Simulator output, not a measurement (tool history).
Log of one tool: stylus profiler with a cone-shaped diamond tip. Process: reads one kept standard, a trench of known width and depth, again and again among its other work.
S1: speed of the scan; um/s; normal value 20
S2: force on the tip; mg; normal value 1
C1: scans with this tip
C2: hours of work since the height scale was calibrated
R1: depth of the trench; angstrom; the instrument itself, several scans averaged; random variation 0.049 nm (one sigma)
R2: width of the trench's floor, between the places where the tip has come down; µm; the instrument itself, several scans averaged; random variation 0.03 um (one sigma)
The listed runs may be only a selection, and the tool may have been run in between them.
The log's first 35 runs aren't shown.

run 36 hour=2894.6 | S1=20 S2=0.57 | C1=26043 C2=430 | R1=5022.7 R2=46.72
run 37 hour=2961.8 | S1=31 S2=0.54 | C1=26627 C2=481 | R1=5022.8 R2=46.52
-- hour=3026.6 new tip fitted, height scale calibrated
run 38 hour=3066.4 | S1=49 S2=2.41 | C1=346 C2=30 | R1=5060.4 R2=46.66
run 39 hour=3179.3 | S1=49 S2=2.41 | C1=1326 C2=116 | R1=5059.6 R2=46.68
run 40 hour=3237.3 | S1=19 S2=0.81 | C1=1831 C2=160 | R1=5028.6 R2=46.76
run 41 hour=3328.1 | S1=16 S2=0.36 | C1=2619 C2=229 | R1=5017.1 R2=46.74
run 42 hour=3432.8 | S1=8 S2=1 | C1=3529 C2=309 | R1=5033.2 R2=46.96
run 43 hour=3490.1 | S1=7 S2=1.03 | C1=4026 C2=352 | R1=5033.5 R2=46.92
run 44 hour=3590.5 | S1=45 S2=0.37 | C1=4898 C2=428 | R1=5015.9 R2=46.3
run 45 hour=3697 | S1=20 S2=0.75 | C1=5823 C2=509 | R1=5027.1 R2=46.75
run 46 hour=3769 | S1=20 S2=0.75 | C1=6449 C2=564 | R1=5027.8 R2=46.78

Below are 4 alternative next runs, each starting from the tool's condition after run 46. Predict each:
run A hour=3871.9 | S1=23 S2=2.75 | C1=7343 C2=642 | R1=? R2=?
run B hour=3871.9 | S1=42 S2=0.75 | C1=7343 C2=642 | R1=? R2=?
run C hour=3871.9 | S1=25 S2=1.76 | C1=7343 C2=642 | R1=? R2=?
run D hour=3871.9 | S1=11 S2=2.53 | C1=7343 C2=642 | R1=? R2=?

run=A R1=5065.1 R2=46.84
run=B R1=5027 R2=46.55
run=C R1=5048.4 R2=46.8
run=D R1=5061.3 R2=46.92
With the hidden condition removed and each run's random variation left untouched, the same runs would have given:
run=A R1=5065 R2=46.85
run=B R1=5026.9 R2=46.56
run=C R1=5048.4 R2=46.81
run=D R1=5061.3 R2=46.93

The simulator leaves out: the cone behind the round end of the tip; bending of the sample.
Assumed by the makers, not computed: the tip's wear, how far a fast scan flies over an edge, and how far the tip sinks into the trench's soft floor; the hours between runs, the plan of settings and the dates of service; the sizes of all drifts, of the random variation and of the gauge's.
